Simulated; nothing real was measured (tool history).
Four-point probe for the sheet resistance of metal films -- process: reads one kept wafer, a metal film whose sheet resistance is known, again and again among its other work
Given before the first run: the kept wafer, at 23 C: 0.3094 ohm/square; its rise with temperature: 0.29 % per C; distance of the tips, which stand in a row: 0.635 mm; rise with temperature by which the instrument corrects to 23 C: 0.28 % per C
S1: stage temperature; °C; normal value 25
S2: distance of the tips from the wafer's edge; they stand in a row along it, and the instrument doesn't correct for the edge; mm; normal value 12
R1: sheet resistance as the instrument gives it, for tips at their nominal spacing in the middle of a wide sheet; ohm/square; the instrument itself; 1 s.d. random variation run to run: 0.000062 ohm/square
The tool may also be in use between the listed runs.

Run 1, hour 0: usual settings. Result: R1 0.309922 ohm/square.
Run 2, hour 18.5: usual settings but S1 20 °C. Result: R1 0.30979 ohm/square.
Run 3, hour 46.4: usual settings but S1 20 °C. Result: R1 0.309768 ohm/square.
Run 4, hour 74.3: usual settings but S1 20 °C. Result: R1 0.30977 ohm/square.
Run 5, hour 106.5: usual settings but S1 20 °C. Result: R1 0.309764 ohm/square.
Run 6, hour 139.2: usual settings but S1 20 °C. Result: R1 0.309779 ohm/square.
Run 7, hour 180.8: usual settings but S1 20 °C. Result: R1 0.309629 ohm/square.
Run 8, hour 213.7: usual settings but S1 21 °C. Result: R1 0.309806 ohm/square.
Run 9, hour 252.5: usual settings but S1 21 °C. Result: R1 0.309865 ohm/square.
Run 10, hour 285.2: usual settings but S1 21 °C. Result: R1 0.309822 ohm/square.
Run 11, hour 323.8: usual settings but S1 29 °C, S2 7 mm. Result: R1 0.311002 ohm/square.
Run 12, hour 362: usual settings but S1 29 °C, S2 7 mm. Result: R1 0.310887 ohm/square.
Run 13, hour 400.5: usual settings but S2 4 mm. Result: R1 0.313585 ohm/square.
Run 14, hour 435.4: usual settings but S2 4 mm. Result: R1 0.313638 ohm/square.
Run 15, hour 459.9: usual settings but S1 27 °C, S2 7 mm. Result: R1 0.311047 ohm/square.
Run 16, hour 480.6: usual settings but S1 27 °C, S2 7 mm. Result: R1 0.310775 ohm/square.
Run 17, hour 522.4: usual settings but S1 30 °C, S2 6 mm. Result: R1 0.311525 ohm/square.

Consider 4 possible next runs. They are alternatives, not a sequence: every one starts from the tool as it was left by run 17. What does each give?
Run A, hour 550.5: usual settings but S1 31 °C, S2 4 mm. Result: R1 ?.
Run B, hour 550.5: usual settings but S1 21 °C, S2 11 mm. Result: R1 ?.
Run C, hour 550.5: usual settings but S1 20 °C, S2 4 mm. Result: R1 ?.
Run D, hour 550.5: usual settings but S1 35 °C, S2 5 mm. Result: R1 ?.

run        R1
  A  0.313948
  B  0.309888
  C  0.313486
  D   0.31245
Take away the tool's hidden state, keep each run's random variation, and the runs would have read:
run        R1
  A  0.313965
  B  0.309905
  C  0.313503
  D  0.312467
